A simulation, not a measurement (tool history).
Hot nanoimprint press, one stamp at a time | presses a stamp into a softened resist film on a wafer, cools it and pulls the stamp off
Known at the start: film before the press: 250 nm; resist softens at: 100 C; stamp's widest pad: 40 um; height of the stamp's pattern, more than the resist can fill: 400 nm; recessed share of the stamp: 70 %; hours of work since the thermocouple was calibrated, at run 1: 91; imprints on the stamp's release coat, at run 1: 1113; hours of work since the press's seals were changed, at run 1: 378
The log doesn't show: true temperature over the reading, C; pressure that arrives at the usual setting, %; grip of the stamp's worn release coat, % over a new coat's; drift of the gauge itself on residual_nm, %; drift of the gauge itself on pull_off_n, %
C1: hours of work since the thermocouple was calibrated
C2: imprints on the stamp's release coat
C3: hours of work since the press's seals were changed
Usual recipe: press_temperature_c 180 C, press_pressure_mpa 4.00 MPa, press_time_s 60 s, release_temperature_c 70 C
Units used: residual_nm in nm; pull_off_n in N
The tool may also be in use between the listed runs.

Run 1, day 0.000: usual settings; C1 91; C2 1113; C3 378. Result: residual_nm 147.3 nm, pull_off_n 267 N.
Run 2, day 1.200: usual settings; C1 112; C2 1247; C3 399. Result: residual_nm 147.0 nm, pull_off_n 273 N.
Run 3, day 2.304: usual settings but press_time_s 55 s; C1 132; C2 1371; C3 419. Result: residual_nm 151.0 nm, pull_off_n 276 N.
Run 4, day 3.079: usual settings but release_temperature_c 74 C; C1 146; C2 1458; C3 433. Result: residual_nm 146.7 nm, pull_off_n 256 N.
Run 5, day 4.300: usual settings but release_temperature_c 72 C; C1 169; C2 1595; C3 456. Result: residual_nm 146.1 nm, pull_off_n 276 N.
Run 6, day 5.158: usual settings but release_temperature_c 72 C; C1 184; C2 1691; C3 471. Result: residual_nm 146.7 nm, pull_off_n 281 N.
Run 7, day 5.938: usual settings but release_temperature_c 72 C; C1 198; C2 1779; C3 485. Result: residual_nm 146.4 nm, pull_off_n 280 N.
At day 7.112: stamp cleaned and given a new release coat.
Run 8, day 7.567: usual settings but release_temperature_c 72 C; C1 223; C2 51; C3 510. Result: residual_nm 146.0 nm, pull_off_n 203 N.
Run 9, day 8.242: usual settings but release_temperature_c 68 C; C1 236; C2 127; C3 522. Result: residual_nm 146.0 nm, pull_off_n 226 N.
Run 10, day 9.025: usual settings but release_temperature_c 71 C; C1 250; C2 215; C3 537. Result: residual_nm 145.7 nm, pull_off_n 223 N.
Run 11, day 10.400: usual settings but press_temperature_c 177 C; C1 275; C2 369; C3 562. Result: residual_nm 161.4 nm, pull_off_n 222 N.
Run 12, day 11.325: usual settings but press_temperature_c 177 C; C1 291; C2 473; C3 578. Result: residual_nm 161.2 nm, pull_off_n 217 N.
Run 13, day 12.604: usual settings but press_temperature_c 177 C; C1 314; C2 616; C3 601. Result: residual_nm 161.1 nm, pull_off_n 233 N.
Run 14, day 13.338: usual settings but press_temperature_c 177 C; C1 328; C2 698; C3 615. Result: residual_nm 161.4 nm, pull_off_n 240 N.
At day 13.942: plate thermocouple calibrated.
Run 15, day 14.288: usual settings but press_temperature_c 177 C; C1 6; C2 791; C3 630. Result: residual_nm 166.0 nm, pull_off_n 247 N.
Run 16, day 15.504: usual settings; C1 28; C2 927; C3 652. Result: residual_nm 149.7 nm, pull_off_n 250 N.
Run 17, day 16.558: usual settings but press_temperature_c 191 C, press_pressure_mpa 4.35 MPa, press_time_s 55 s, release_temperature_c 78 C; C1 47; C2 1045; C3 671. Result: residual_nm 98.0 nm, pull_off_n 218 N.
Run 18, day 17.933: usual settings but press_temperature_c 178 C, press_pressure_mpa 3.66 MPa, press_time_s 55 s, release_temperature_c 73 C; C1 72; C2 1199; C3 696. Result: residual_nm 168.2 nm, pull_off_n 259 N.
Run 19, day 19.179: usual settings but press_temperature_c 178 C, press_pressure_mpa 3.27 MPa, press_time_s 58 s, release_temperature_c 61 C; C1 95; C2 1339; C3 718. Result: residual_nm 171.0 nm, pull_off_n 328 N.
Run 20, day 20.150: usual settings but press_temperature_c 178 C, press_pressure_mpa 6.05 MPa, press_time_s 58 s, release_temperature_c 61 C; C1 112; C2 1448; C3 736. Result: residual_nm 141.8 nm, pull_off_n 338 N.
Run 21, day 20.800: usual settings but press_temperature_c 181 C, release_temperature_c 60 C; C1 124; C2 1521; C3 748. Result: residual_nm 143.4 nm, pull_off_n 337 N.
At day 21.567: press's hydraulic seals changed and the load cell set to zero.
Run 22, day 21.825: usual settings but press_temperature_c 181 C, release_temperature_c 60 C; C1 137; C2 1598; C3 5. Result: residual_nm 142.1 nm, pull_off_n 359 N.
Run 23, day 23.129: usual settings but press_temperature_c 181 C, release_temperature_c 60 C; C1 160; C2 1744; C3 28. Result: residual_nm 141.7 nm, pull_off_n 357 N.
Run 24, day 23.975: usual settings but press_temperature_c 185 C, press_pressure_mpa 6.34 MPa; C1 176; C2 1839; C3 44. Result: residual_nm 100.8 nm, pull_off_n 300 N.
At day 24.600: stamp cleaned and given a new release coat.
Run 25, day 25.538: usual settings but release_temperature_c 77 C; C1 199; C2 105; C3 67. Result: residual_nm 146.9 nm, pull_off_n 183 N.
Run 26, day 26.654: usual settings but press_temperature_c 174 C; C1 220; C2 231; C3 88. Result: residual_nm 178.1 nm, pull_off_n 224 N.
Run 27, day 27.488: usual settings but press_time_s 43 s; C1 235; C2 324; C3 103. Result: residual_nm 162.0 nm, pull_off_n 226 N.
Run 28, day 28.075: usual settings but press_pressure_mpa 3.81 MPa; C1 245; C2 390; C3 113. Result: residual_nm 148.5 nm, pull_off_n 227 N.
Run 29, day 29.146: usual settings but press_pressure_mpa 3.81 MPa; C1 265; C2 510; C3 133. Result: residual_nm 148.5 nm, pull_off_n 230 N.
Run 30, day 30.075: usual settings but press_pressure_mpa 3.81 MPa; C1 282; C2 614; C3 150. Result: residual_nm 148.3 nm, pull_off_n 231 N.
Run 31, day 30.929: usual settings but press_pressure_mpa 3.81 MPa; C1 297; C2 710; C3 165. Result: residual_nm 147.9 nm, pull_off_n 240 N.

What if the next run were any one of these 3? Each begins from the tool's condition after run 31:
Run A, day 32.071: usual settings but press_temperature_c 171 C, press_pressure_mpa 5.11 MPa, release_temperature_c 75 C; C1 318; C2 838; C3 186. Result: residual_nm ?, pull_off_n ?.
Run B, day 32.071: usual settings but press_temperature_c 189 C, press_pressure_mpa 3.80 MPa, release_temperature_c 77 C; C1 318; C2 838; C3 186. Result: residual_nm ?, pull_off_n ?.
Run C, day 32.071: usual settings but press_temperature_c 169 C, press_pressure_mpa 2.77 MPa, release_temperature_c 62 C; C1 318; C2 838; C3 186. Result: residual_nm ?, pull_off_n ?.

run  residual_nm  pull_off_n
  A        182.2         223
  B        104.7         213
  C        213.3         288
What these runs would have given with no unlogged condition in the tool:
run  residual_nm  pull_off_n
  A        184.9         190
  B        106.9         182
  C        215.3         245

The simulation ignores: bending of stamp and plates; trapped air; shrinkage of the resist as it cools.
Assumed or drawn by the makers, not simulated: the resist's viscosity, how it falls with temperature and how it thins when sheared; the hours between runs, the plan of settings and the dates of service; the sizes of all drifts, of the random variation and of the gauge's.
